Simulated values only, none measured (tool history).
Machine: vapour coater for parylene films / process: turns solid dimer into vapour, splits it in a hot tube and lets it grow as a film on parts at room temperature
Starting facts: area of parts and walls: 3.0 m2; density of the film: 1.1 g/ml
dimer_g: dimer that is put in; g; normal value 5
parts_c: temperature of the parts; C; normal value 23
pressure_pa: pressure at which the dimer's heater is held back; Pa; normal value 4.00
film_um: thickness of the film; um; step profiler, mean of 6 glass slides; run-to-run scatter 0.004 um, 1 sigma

run   hour  dimer_g  parts_c  pressure_pa  film_um
  1    0.0        5       23         4.00    0.779
  2   10.6        5       23         4.00    0.777
  3   20.5        5       23         4.00    0.779
  4   38.1        5       23         4.00    0.784
  5   48.9        5       23         4.00    0.778
  6   65.4        5       26         4.00    0.734
  7   83.3        5       26         4.00    0.739
  8   91.8        5       26         4.00    0.743
  9  106.9        5       23         5.56    0.756
 10  125.9        5       23         5.56    0.765
 11  141.8        5       23         5.56    0.755
 12  151.6        6       23         4.00    0.931
 13  171.4        8       23         4.00    1.245
 14  182.6        8       23         4.00    1.253
 15  198.6        8       18         4.00    1.366
 16  215.7        8       18         4.00    1.360
 17  236.4        5       23         4.00    0.783
 18  253.3        5       23         4.00    0.780
 19  274.3        3       23         4.00    0.468
 20  295.2        5       23         4.00    0.773
 21  308.6        6       23         2.23    0.968
 22  324.6        5       22         6.36    0.782
 23  340.8        5       22         6.36    0.766
 24  359.1        4       23         2.78    0.639
 25  370.3        5       27         4.00    0.734
 26  387.2        5       17         4.00    0.868
 27  403.3        5       17         4.00    0.864
 28  422.7        8       29         4.78    1.118
 29  433.9        2       32         2.78    0.276
 30  452.4        4       32         4.53    0.537
 31  463.6        2       19         4.11    0.332
 32  477.4        8       20         4.00    1.314
 33  497.0        8       20         3.95    1.312
 34  511.8        5       20         6.81    0.799
 35  524.6        2       27         4.00    0.291
 36  542.7        2       27         4.00    0.287

What does the tool deliver on the next run?
 37  552.4        6       27         4.00        ?

film_um: 0.874 um
Had the tool carried no hidden state, the very same run would have given film_um 0.875 um.
